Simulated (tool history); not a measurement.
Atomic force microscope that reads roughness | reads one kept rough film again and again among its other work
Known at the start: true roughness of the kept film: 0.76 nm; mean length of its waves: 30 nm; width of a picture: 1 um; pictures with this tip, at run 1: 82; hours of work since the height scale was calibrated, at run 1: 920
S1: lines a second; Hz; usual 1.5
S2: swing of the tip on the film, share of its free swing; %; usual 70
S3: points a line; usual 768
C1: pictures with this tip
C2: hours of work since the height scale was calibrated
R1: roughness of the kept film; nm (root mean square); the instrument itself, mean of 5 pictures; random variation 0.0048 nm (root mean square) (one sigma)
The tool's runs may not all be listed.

run 1 hour=0 | S1=1.5 S2=70 S3=768 | C1=82 C2=920 | R1=0.665
-- hour=25.9 new tip fitted
run 2 hour=68.7 | S1=1.5 S2=70 S3=768 | C1=95 C2=974 | R1=0.662
-- hour=88.3 new tip fitted
run 3 hour=109.7 | S1=1.73 S2=70 S3=768 | C1=48 C2=1006 | R1=0.674
-- hour=152.6 new tip fitted
run 4 hour=163.3 | S1=1.73 S2=70 S3=768 | C1=23 C2=1049 | R1=0.686
run 5 hour=206 | S1=1.5 S2=70 S3=768 | C1=118 C2=1082 | R1=0.652
-- hour=217.2 new tip fitted
run 6 hour=257.2 | S1=1.5 S2=70 S3=768 | C1=89 C2=1123 | R1=0.669
-- hour=281 new tip fitted
run 7 hour=293 | S1=1.05 S2=70 S3=768 | C1=27 C2=1151 | R1=0.699
-- hour=347.6 new tip fitted
run 8 hour=370.7 | S1=1.05 S2=70 S3=768 | C1=51 C2=1212 | R1=0.702
-- hour=415.3 new tip fitted
-- hour=439.2 height scale calibrated on a step standard
run 9 hour=452.6 | S1=1.5 S2=70 S3=323 | C1=81 C2=11 | R1=0.654
-- hour=479.8 new tip fitted
run 10 hour=502.6 | S1=1.5 S2=70 S3=323 | C1=50 C2=50 | R1=0.661
-- hour=545.6 new tip fitted
run 11 hour=576.3 | S1=1.5 S2=70 S3=323 | C1=68 C2=108 | R1=0.66
-- hour=610.8 new tip fitted
run 12 hour=645.9 | S1=1.5 S2=70 S3=323 | C1=77 C2=163 | R1=0.66
-- hour=673.8 new tip fitted
run 13 hour=719.4 | S1=1.5 S2=70 S3=284 | C1=101 C2=221 | R1=0.634
-- hour=740.6 new tip fitted
run 14 hour=773.1 | S1=1.5 S2=70 S3=284 | C1=72 C2=263 | R1=0.651
-- hour=806.6 new tip fitted
run 15 hour=845.7 | S1=1.5 S2=70 S3=284 | C1=86 C2=320 | R1=0.655
-- hour=871.9 new tip fitted
run 16 hour=882.6 | S1=1.5 S2=69 S3=768 | C1=24 C2=349 | R1=0.682
-- hour=936.6 new tip fitted
run 17 hour=955.9 | S1=1.5 S2=70 S3=768 | C1=43 C2=407 | R1=0.669
-- hour=998.9 new tip fitted
run 18 hour=1029.7 | S1=1.5 S2=70 S3=768 | C1=68 C2=465 | R1=0.664
-- hour=1061.8 new tip fitted
run 19 hour=1103.2 | S1=1.5 S2=70 S3=768 | C1=92 C2=523 | R1=0.657
-- hour=1126.2 new tip fitted
run 20 hour=1163.1 | S1=1.5 S2=70 S3=768 | C1=82 C2=570 | R1=0.659
-- hour=1188.3 new tip fitted
run 21 hour=1218.1 | S1=1.5 S2=70 S3=768 | C1=66 C2=614 | R1=0.673
-- hour=1257.5 new tip fitted
run 22 hour=1292.5 | S1=3.18 S2=70 S3=768 | C1=77 C2=672 | R1=0.611
-- hour=1321.9 new tip fitted
run 23 hour=1346.6 | S1=0.67 S2=56 S3=768 | C1=55 C2=715 | R1=0.718
-- hour=1385.4 new tip fitted
run 24 hour=1398.6 | S1=1.33 S2=63 S3=987 | C1=29 C2=756 | R1=0.707
-- hour=1448.5 new tip fitted
run 25 hour=1466.6 | S1=1.5 S2=70 S3=469 | C1=40 C2=809 | R1=0.679
-- hour=1512.4 new tip fitted
run 26 hour=1546.6 | S1=1.5 S2=70 S3=469 | C1=75 C2=873 | R1=0.671
-- hour=1575.4 new tip fitted
run 27 hour=1619.4 | S1=3.9 S2=70 S3=768 | C1=97 C2=930 | R1=0.591
-- hour=1643.1 new tip fitted
run 28 hour=1663.2 | S1=3.9 S2=70 S3=768 | C1=44 C2=964 | R1=0.611
-- hour=1708.5 new tip fitted
run 29 hour=1717.8 | S1=3.9 S2=79 S3=564 | C1=21 C2=1007 | R1=0.554
-- hour=1773.6 new tip fitted
run 30 hour=1783.9 | S1=0.56 S2=84 S3=462 | C1=23 C2=1059 | R1=0.707
run 31 hour=1825.5 | S1=1.5 S2=88 S3=528 | C1=115 C2=1092 | R1=0.594
-- hour=1842.1 new tip fitted
run 32 hour=1873.4 | S1=1.5 S2=88 S3=528 | C1=69 C2=1130 | R1=0.608
-- hour=1905.7 new tip fitted
run 33 hour=1952.4 | S1=1.5 S2=88 S3=528 | C1=104 C2=1192 | R1=0.593
-- hour=1968.1 new tip fitted
-- hour=2031.2 new tip fitted
run 34 hour=2032 | S1=3.56 S2=67 S3=479 | C1=2 C2=1255 | R1=0.643
-- hour=2043.6 height scale calibrated on a step standard
run 35 hour=2081.3 | S1=1.31 S2=70 S3=927 | C1=109 C2=30 | R1=0.647
-- hour=2098.6 new tip fitted
run 36 hour=2140.5 | S1=1.31 S2=70 S3=927 | C1=92 C2=77 | R1=0.647
-- hour=2162 new tip fitted
run 37 hour=2207 | S1=1.31 S2=61 S3=292 | C1=100 C2=129 | R1=0.669
-- hour=2225.2 new tip fitted
run 38 hour=2280 | S1=1.31 S2=61 S3=292 | C1=121 C2=187 | R1=0.66
-- hour=2292.6 new tip fitted
run 39 hour=2338.9 | S1=1.31 S2=61 S3=292 | C1=102 C2=233 | R1=0.672
-- hour=2355 new tip fitted
run 40 hour=2407.4 | S1=0.76 S2=70 S3=784 | C1=116 C2=287 | R1=0.675
-- hour=2424.1 new tip fitted
run 41 hour=2467.7 | S1=0.76 S2=70 S3=784 | C1=96 C2=334 | R1=0.677
-- hour=2487.8 new tip fitted
run 42 hour=2532.7 | S1=1.26 S2=70 S3=370 | C1=99 C2=386 | R1=0.662

Some steps in R1 between neighbouring runs. How much of each would the tool show without its hidden state too (settings, what came in, random variation), and how much is left for the hidden state, with any gauge scatter that isn't in both results?
The hidden state here: radius of the tip, nm; height scale over the true one, %; drift of the gauge itself on roughness_nm, %.
Run 4 -> 5: S1 1.73 -> 1.5. R1 -0.034 nm (root mean square): hidden state -0.036, all else +0.002.
Run 22 -> 23: S1 3.18 -> 0.67, S2 70 -> 56, new tip fitted. R1 +0.107 nm (root mean square): hidden state +0.004, all else +0.103.
Run 29 -> 30: S1 3.9 -> 0.56, S2 79 -> 84, S3 564 -> 462, new tip fitted. R1 +0.153 nm (root mean square): hidden state -0.002, all else +0.155.
Run 30 -> 31: S1 0.56 -> 1.5, S2 84 -> 88, S3 462 -> 528. R1 -0.113 nm (root mean square): hidden state -0.028, all else -0.085.
Run 33 -> 34: S1 1.5 -> 3.56, S2 88 -> 67, S3 528 -> 479, new tip fitted, new tip fitted. R1 +0.05 nm (root mean square): hidden state +0.032, all else +0.018.
Run 34 -> 35: S1 3.56 -> 1.31, S2 67 -> 70, S3 479 -> 927, height scale calibrated on a step standard. R1 +0.004 nm (root mean square): hidden state -0.053, all else +0.057.

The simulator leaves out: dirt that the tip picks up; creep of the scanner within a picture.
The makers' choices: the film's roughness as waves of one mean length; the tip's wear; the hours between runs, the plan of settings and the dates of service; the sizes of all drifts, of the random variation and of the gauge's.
